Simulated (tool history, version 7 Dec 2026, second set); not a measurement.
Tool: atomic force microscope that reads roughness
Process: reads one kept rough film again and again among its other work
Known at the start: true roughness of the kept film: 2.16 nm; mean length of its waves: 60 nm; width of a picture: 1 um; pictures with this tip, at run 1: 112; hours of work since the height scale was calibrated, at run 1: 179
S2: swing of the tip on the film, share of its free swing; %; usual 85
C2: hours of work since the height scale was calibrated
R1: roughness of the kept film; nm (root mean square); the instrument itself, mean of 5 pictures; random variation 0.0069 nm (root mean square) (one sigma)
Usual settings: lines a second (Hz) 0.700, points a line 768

run 1 hour=0.0 | lines_a_second_(Hz)=0.700 S2=85 points_a_line=768 | pictures_with_this_tip=112 C2=179 | R1=2.070
run 2 hour=17.0 | lines_a_second_(Hz)=0.700 S2=85 points_a_line=768 | pictures_with_this_tip=130 C2=186 | R1=2.078
-- hour=21.9 new tip fitted
run 3 hour=34.0 | lines_a_second_(Hz)=0.700 S2=85 points_a_line=768 | pictures_with_this_tip=12 C2=193 | R1=2.079
run 4 hour=46.2 | lines_a_second_(Hz)=0.700 S2=85 points_a_line=768 | pictures_with_this_tip=25 C2=198 | R1=2.083
run 5 hour=66.5 | lines_a_second_(Hz)=0.700 S2=85 points_a_line=768 | pictures_with_this_tip=47 C2=206 | R1=2.077
run 6 hour=88.7 | lines_a_second_(Hz)=0.700 S2=82 points_a_line=768 | pictures_with_this_tip=70 C2=215 | R1=2.082
run 7 hour=99.9 | lines_a_second_(Hz)=0.700 S2=82 points_a_line=768 | pictures_with_this_tip=82 C2=220 | R1=2.081
run 8 hour=122.9 | lines_a_second_(Hz)=0.700 S2=82 points_a_line=768 | pictures_with_this_tip=106 C2=229 | R1=2.084
run 9 hour=144.8 | lines_a_second_(Hz)=0.700 S2=82 points_a_line=768 | pictures_with_this_tip=129 C2=239 | R1=2.074
-- hour=151.3 new tip fitted
run 10 hour=168.2 | lines_a_second_(Hz)=0.700 S2=82 points_a_line=768 | pictures_with_this_tip=18 C2=248 | R1=2.095
run 11 hour=186.5 | lines_a_second_(Hz)=0.700 S2=85 points_a_line=768 | pictures_with_this_tip=37 C2=256 | R1=2.075
run 12 hour=203.3 | lines_a_second_(Hz)=0.700 S2=85 points_a_line=768 | pictures_with_this_tip=55 C2=263 | R1=2.071
run 13 hour=217.7 | lines_a_second_(Hz)=0.700 S2=85 points_a_line=768 | pictures_with_this_tip=70 C2=268 | R1=2.066
run 14 hour=230.5 | lines_a_second_(Hz)=0.700 S2=85 points_a_line=768 | pictures_with_this_tip=84 C2=274 | R1=2.075
run 15 hour=247.4 | lines_a_second_(Hz)=0.700 S2=85 points_a_line=269 | pictures_with_this_tip=101 C2=281 | R1=2.064
run 16 hour=269.9 | lines_a_second_(Hz)=0.700 S2=85 points_a_line=768 | pictures_with_this_tip=125 C2=290 | R1=2.078
-- hour=279.4 new tip fitted
run 17 hour=282.6 | lines_a_second_(Hz)=0.700 S2=85 points_a_line=768 | pictures_with_this_tip=3 C2=295 | R1=2.083
run 18 hour=298.7 | lines_a_second_(Hz)=0.700 S2=85 points_a_line=768 | pictures_with_this_tip=20 C2=302 | R1=2.072
run 19 hour=321.1 | lines_a_second_(Hz)=0.700 S2=85 points_a_line=768 | pictures_with_this_tip=43 C2=311 | R1=2.080
run 20 hour=334.4 | lines_a_second_(Hz)=0.758 S2=85 points_a_line=768 | pictures_with_this_tip=57 C2=317 | R1=2.073
run 21 hour=347.8 | lines_a_second_(Hz)=0.553 S2=60 points_a_line=622 | pictures_with_this_tip=72 C2=322 | R1=2.117
run 22 hour=371.1 | lines_a_second_(Hz)=0.553 S2=60 points_a_line=622 | pictures_with_this_tip=96 C2=332 | R1=2.120
run 23 hour=392.9 | lines_a_second_(Hz)=1.130 S2=84 points_a_line=622 | pictures_with_this_tip=119 C2=341 | R1=2.055
-- hour=407.8 new tip fitted
run 24 hour=412.3 | lines_a_second_(Hz)=1.120 S2=84 points_a_line=370 | pictures_with_this_tip=5 C2=349 | R1=2.048
run 25 hour=425.1 | lines_a_second_(Hz)=1.120 S2=84 points_a_line=370 | pictures_with_this_tip=18 C2=354 | R1=2.043
run 26 hour=444.3 | lines_a_second_(Hz)=1.145 S2=84 points_a_line=382 | pictures_with_this_tip=39 C2=362 | R1=2.036
run 27 hour=456.9 | lines_a_second_(Hz)=1.486 S2=82 points_a_line=604 | pictures_with_this_tip=52 C2=367 | R1=2.030
run 28 hour=479.7 | lines_a_second_(Hz)=3.936 S2=85 points_a_line=394 | pictures_with_this_tip=76 C2=376 | R1=1.851
run 29 hour=497.4 | lines_a_second_(Hz)=3.936 S2=63 points_a_line=427 | pictures_with_this_tip=94 C2=384 | R1=2.033
run 30 hour=517.0 | lines_a_second_(Hz)=3.936 S2=63 points_a_line=427 | pictures_with_this_tip=115 C2=392 | R1=2.024
run 31 hour=526.9 | lines_a_second_(Hz)=3.936 S2=63 points_a_line=427 | pictures_with_this_tip=126 C2=396 | R1=2.040
-- hour=535.3 new tip fitted
run 32 hour=548.6 | lines_a_second_(Hz)=1.802 S2=77 points_a_line=843 | pictures_with_this_tip=14 C2=405 | R1=2.037
run 33 hour=569.4 | lines_a_second_(Hz)=1.802 S2=77 points_a_line=843 | pictures_with_this_tip=36 C2=413 | R1=2.040
run 34 hour=588.5 | lines_a_second_(Hz)=1.029 S2=85 points_a_line=608 | pictures_with_this_tip=56 C2=421 | R1=2.056
run 35 hour=605.7 | lines_a_second_(Hz)=0.700 S2=85 points_a_line=603 | pictures_with_this_tip=74 C2=428 | R1=2.084
run 36 hour=625.1 | lines_a_second_(Hz)=0.700 S2=89 points_a_line=583 | pictures_with_this_tip=94 C2=436 | R1=2.067
run 37 hour=647.8 | lines_a_second_(Hz)=0.700 S2=80 points_a_line=583 | pictures_with_this_tip=118 C2=446 | R1=2.094
-- hour=663.7 new tip fitted
run 38 hour=664.2 | lines_a_second_(Hz)=0.700 S2=78 points_a_line=778 | pictures_with_this_tip=1 C2=452 | R1=2.088
run 39 hour=675.7 | lines_a_second_(Hz)=0.577 S2=83 points_a_line=462 | pictures_with_this_tip=13 C2=457 | R1=2.093

Forecast each of these 3 alternatives for the next run:
run A hour=688.8 | lines_a_second_(Hz)=0.607 S2=85 points_a_line=527 | pictures_with_this_tip=27 C2=462 | R1=?
run B hour=688.8 | lines_a_second_(Hz)=0.649 S2=76 points_a_line=356 | pictures_with_this_tip=27 C2=462 | R1=?
run C hour=688.8 | lines_a_second_(Hz)=0.700 S2=84 points_a_line=657 | pictures_with_this_tip=27 C2=462 | R1=?

run=A R1=2.096
run=B R1=2.109
run=C R1=2.078
Without the tool's hidden state the same runs would have given:
run=A R1=2.098
run=B R1=2.110
run=C R1=2.080
